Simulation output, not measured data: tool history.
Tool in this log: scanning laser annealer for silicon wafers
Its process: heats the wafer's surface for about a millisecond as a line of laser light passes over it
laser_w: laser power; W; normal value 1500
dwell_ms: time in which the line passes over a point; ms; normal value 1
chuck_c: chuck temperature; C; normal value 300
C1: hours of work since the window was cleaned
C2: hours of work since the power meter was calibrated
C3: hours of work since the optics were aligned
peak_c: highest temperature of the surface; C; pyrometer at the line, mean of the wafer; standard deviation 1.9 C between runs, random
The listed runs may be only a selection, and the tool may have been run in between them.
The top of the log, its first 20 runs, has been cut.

run 21 hour=308.2 | laser_w=1500 dwell_ms=1 chuck_c=300 | C1=140 C2=381 C3=1383 | peak_c=1060
run 22 hour=319.6 | laser_w=1500 dwell_ms=1 chuck_c=300 | C1=148 C2=390 C3=1391 | peak_c=1057
run 23 hour=336 | laser_w=1593 dwell_ms=0.77 chuck_c=261 | C1=160 C2=402 C3=1404 | peak_c=978
run 24 hour=347.6 | laser_w=1276 dwell_ms=1.21 chuck_c=300 | C1=169 C2=411 C3=1412 | peak_c=963
run 25 hour=356.7 | laser_w=1384 dwell_ms=1.21 chuck_c=282 | C1=176 C2=418 C3=1419 | peak_c=1019
run 26 hour=376.2 | laser_w=1384 dwell_ms=1.16 chuck_c=286 | C1=191 C2=432 C3=1434 | peak_c=1008
run 27 hour=396.6 | laser_w=1340 dwell_ms=0.82 chuck_c=273 | C1=206 C2=448 C3=1449 | peak_c=854
run 28 hour=414.8 | laser_w=1429 dwell_ms=1 chuck_c=300 | C1=220 C2=461 C3=1463 | peak_c=996
run 29 hour=429.7 | laser_w=1296 dwell_ms=1 chuck_c=335 | C1=231 C2=473 C3=1474 | peak_c=947
run 30 hour=442 | laser_w=1644 dwell_ms=0.98 chuck_c=281 | C1=240 C2=482 C3=1483 | peak_c=1113
run 31 hour=451.6 | laser_w=1644 dwell_ms=0.98 chuck_c=281 | C1=247 C2=489 C3=1490 | peak_c=1113
run 32 hour=461.4 | laser_w=1562 dwell_ms=0.75 chuck_c=312 | C1=255 C2=496 C3=1498 | peak_c=996
-- hour=482.5 optics aligned, line set to its width
run 33 hour=487.2 | laser_w=1632 dwell_ms=1.01 chuck_c=300 | C1=270 C2=512 C3=4 | peak_c=1163
run 34 hour=506 | laser_w=1334 dwell_ms=1 chuck_c=340 | C1=284 C2=526 C3=18 | peak_c=991
run 35 hour=522.8 | laser_w=1500 dwell_ms=1.04 chuck_c=271 | C1=297 C2=539 C3=30 | peak_c=1048
run 36 hour=533.3 | laser_w=1500 dwell_ms=1.04 chuck_c=271 | C1=305 C2=547 C3=38 | peak_c=1047
run 37 hour=553.5 | laser_w=1419 dwell_ms=0.8 chuck_c=263 | C1=320 C2=562 C3=53 | peak_c=891

For run 38, what comes out?
run 38 hour=567.6 | laser_w=1527 dwell_ms=0.97 chuck_c=324 | C1=331 C2=572 C3=64 | peak_c=?

peak_c: 1087 C
On a tool with no hidden condition, and with the same random variation, this run would have come out at peak_c 1133 C.
